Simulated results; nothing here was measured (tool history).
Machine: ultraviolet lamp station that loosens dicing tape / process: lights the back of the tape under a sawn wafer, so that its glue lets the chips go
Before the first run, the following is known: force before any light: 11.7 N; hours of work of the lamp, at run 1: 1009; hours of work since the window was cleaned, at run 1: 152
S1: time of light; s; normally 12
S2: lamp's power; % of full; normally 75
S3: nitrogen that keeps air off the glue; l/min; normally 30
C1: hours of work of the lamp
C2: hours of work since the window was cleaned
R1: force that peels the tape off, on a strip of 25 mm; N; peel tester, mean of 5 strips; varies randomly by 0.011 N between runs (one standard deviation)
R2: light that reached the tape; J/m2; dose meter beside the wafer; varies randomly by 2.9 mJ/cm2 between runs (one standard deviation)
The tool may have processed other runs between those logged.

{"run": 1, "hour": 0.0, "S1": 12, "S2": 75, "S3": 30, "C1": 1009, "C2": 152, "R1": 1.022, "R2": 3110}
{"run": 2, "hour": 36.5, "S1": 12, "S2": 75, "S3": 30, "C1": 1038, "C2": 181, "R1": 1.041, "R2": 3090}
{"run": 3, "hour": 85.9, "S1": 12, "S2": 75, "S3": 25, "C1": 1078, "C2": 220, "R1": 1.119, "R2": 3080}
{"run": 4, "hour": 112.9, "S1": 7, "S2": 75, "S3": 30, "C1": 1099, "C2": 241, "R1": 2.879, "R2": 1800}
{"run": 5, "hour": 152.8, "S1": 7, "S2": 75, "S3": 30, "C1": 1131, "C2": 273, "R1": 2.851, "R2": 1700}
{"hour": 175.9, "done": "lamp changed"}
{"run": 6, "hour": 192.9, "S1": 7, "S2": 75, "S3": 30, "C1": 14, "C2": 304, "R1": 1.776, "R2": 2400}
{"run": 7, "hour": 217.0, "S1": 7, "S2": 75, "S3": 30, "C1": 33, "C2": 324, "R1": 1.814, "R2": 2360}
{"run": 8, "hour": 270.2, "S1": 7, "S2": 75, "S3": 30, "C1": 75, "C2": 366, "R1": 1.844, "R2": 2340}
{"run": 9, "hour": 299.7, "S1": 9, "S2": 78, "S3": 56, "C1": 99, "C2": 389, "R1": 0.869, "R2": 3090}
{"hour": 303.9, "done": "window cleaned of glue's vapour"}
{"run": 10, "hour": 331.7, "S1": 8, "S2": 64, "S3": 30, "C1": 124, "C2": 22, "R1": 1.985, "R2": 2170}
{"run": 11, "hour": 354.5, "S1": 8, "S2": 75, "S3": 33, "C1": 142, "C2": 40, "R1": 1.517, "R2": 2580}
{"run": 12, "hour": 381.1, "S1": 8, "S2": 75, "S3": 33, "C1": 163, "C2": 61, "R1": 1.46, "R2": 2550}

Below are 3 alternative next runs, each starting from the tool's condition after run 12. Predict each:
{"run": "A", "hour": 430.7, "S1": 19, "S2": 75, "S3": 11, "C1": 202, "C2": 101, "R1": "?", "R2": "?"}
{"run": "B", "hour": 430.7, "S1": 9, "S2": 62, "S3": 30, "C1": 202, "C2": 101, "R1": "?", "R2": "?"}
{"run": "C", "hour": 430.7, "S1": 13, "S2": 91, "S3": 33, "C1": 202, "C2": 101, "R1": "?", "R2": "?"}

run=A R1=0.345 R2=5910
run=B R1=1.771 R2=2310
run=C R1=0.321 R2=4980
Without the tool's unlogged condition, the same runs would have read:
run=A R1=0.255 R2=6730
run=B R1=1.391 R2=2630
run=C R1=0.238 R2=5660
